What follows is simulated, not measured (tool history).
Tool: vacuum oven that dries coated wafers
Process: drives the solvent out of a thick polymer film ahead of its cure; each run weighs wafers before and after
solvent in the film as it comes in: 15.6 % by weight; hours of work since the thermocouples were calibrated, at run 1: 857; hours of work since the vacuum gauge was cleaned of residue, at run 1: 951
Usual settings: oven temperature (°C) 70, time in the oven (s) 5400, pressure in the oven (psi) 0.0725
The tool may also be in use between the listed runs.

run    hour  oven temperature (°C)  time in the oven (s)  pressure in the oven (psi)  hours of work since the thermocouples were calibrated  hours of work since the vacuum gauge was cleaned of residue  solvent left in the film (%)
  1     0.0                     70                  5400                      0.0725                                                    857                                                          951                          1.85
  2    23.9                     70                  5400                      0.0725                                                    872                                                          966                          1.91
  3    48.1                     77                  5400                      0.0725                                                    887                                                          982                          1.17
  4    74.8                     77                  5400                      0.0725                                                    904                                                          999                          1.29
  5    91.6                     70                  3480                      0.0725                                                    915                                                         1009                          2.76
  6   131.0                     70                  3180                      0.0725                                                    940                                                         1034                          2.94
  7   162.1                     70                  5400                      0.0654                                                    960                                                         1054                          1.79
  8   196.2                     70                  4920                      0.0725                                                    982                                                         1076                          2.01
  9   223.1                     70                  4920                      0.0725                                                    999                                                         1093                          2.09
 10   240.6                     70                  5400                      0.1666                                                   1010                                                         1104                          3.17
 11   266.0                     70                  7860                      0.0725                                                   1026                                                         1120                          1.81
 12   302.9                     70                  7860                      0.0725                                                   1049                                                         1144                          1.73
 13   329.3                     70                  7860                      0.0725                                                   1066                                                         1161                          1.77
 14   356.0                     70                  7860                      0.0725                                                   1083                                                         1178                          1.74
 15   375.7                     70                  7860                      0.0725                                                   1096                                                         1190                          1.70
      389.8  -- oven's thermocouples calibrated
 16   412.7                     70                  7860                      0.0725                                                     15                                                         1212                          1.85
 17   444.6                     70                  7860                      0.0725                                                     35                                                         1233                          1.96
 18   465.1                     70                  5400                      0.0577                                                     48                                                         1246                          2.05
 19   503.5                     70                  5280                      0.0725                                                     72                                                         1270                          2.33
      508.4  -- vacuum gauge cleaned of residue and calibrated
 20   528.7                     66                  5280                      0.0725                                                     87                                                           13                          3.59
 21   568.8                     57                  5280                      0.0725                                                    113                                                           38                          6.43
      606.6  -- vacuum gauge cleaned of residue and calibrated, once more
 22   607.0                     70                  5400                      0.0725                                                    136                                                            0                          1.50
 23   631.3                     70                  2820                      0.0725                                                    152                                                           16                          2.93
 24   650.8                     70                  2820                      0.0725                                                    164                                                           28                          3.10
 25   684.8                     70                  2820                      0.0725                                                    186                                                           50                          2.95
 26   712.1                     70                  2820                      0.0725                                                    203                                                           67                          2.88
 27   729.0                     56                  2940                      0.0843                                                    214                                                           78                          7.49
 28   756.2                     70                  8520                      0.0818                                                    231                                                           95                          1.18
 29   781.7                     77                  3060                      0.1053                                                    247                                                          111                          1.63
 30   813.6                     77                  3060                      0.1053                                                    268                                                          132                          1.64
 31   848.1                     61                  5400                      0.1904                                                    290                                                          154                          5.32
 32   875.0                     61                  5400                      0.0454                                                    307                                                          171                          2.84
 33   906.5                     61                  5400                      0.0454                                                    327                                                          191                          2.79
 34   931.3                     80                  5400                      0.0370                                                    343                                                          207                          0.46
 35   971.1                     80                  8280                      0.0370                                                    368                                                          232                          0.33
 36   988.8                     61                  3240                      0.0725                                                    379                                                          243                          5.24
 37  1007.5                     73                  8400                      0.0686                                                    391                                                          255                          0.90
 38  1025.5                     73                  8400                      0.0686                                                    403                                                          267                          0.96
 39  1042.7                     66                  4500                      0.1762                                                    414                                                          278                          4.05
 40  1062.2                     58                  5400                      0.1317                                                    426                                                          290                          5.32
 41  1089.1                     58                  5400                      0.1317                                                    443                                                          307                          5.35
 42  1119.9                     58                  3900                      0.0898                                                    463                                                          327                          5.82
 43  1142.3                     58                  3900                      0.0898                                                    477                                                          341                          5.77
 44  1167.3                     58                  3780                      0.1181                                                    493                                                          357                          6.30
 45  1198.1                     58                  3780                      0.1181                                                    512                                                          376                          6.33
 46  1234.8                     58                  3780                      0.1181                                                    536                                                          400                          6.23

Measured less the same run without the tool's hidden state. The same run-to-run variation is in both; the gauge's scatter may not be:
The hidden state here: true wafer temperature over the reading, C; true pressure over the reading, kPa; drift of the gauge itself on solvent_pct, %.
run  solvent left in the film (%)
  1                         +0.42
  2                         +0.42
  3                         +0.40
  4                         +0.41
  5                         +0.24
  6                         +0.19
  7                         +0.46
  8                         +0.42
  9                         +0.43
 10                         +0.39
 11                         +0.60
 12                         +0.60
 13                         +0.62
 14                         +0.63
 15                         +0.63
 16                         +0.79
 17                         +0.83
 18                         +0.76
 19                         +0.77
 20                         +1.39
 21                         +1.67
 22                         -0.11
 23                         -0.21
 24                         -0.22
 25                         -0.21
 26                         -0.20
 27                         -0.25
 28                         -0.01
 29                         -0.11
 30                         -0.10
 31                         -0.25
 32                         -0.17
 33                         -0.17
 34                         +0.06
 35                         +0.08
 36                         -0.26
 37                         +0.08
 38                         +0.09
 39                         -0.21
 40                         -0.24
 41                         -0.24
 42                         -0.27
 43                         -0.26
 44                         -0.27
 45                         -0.28
 46                         -0.29
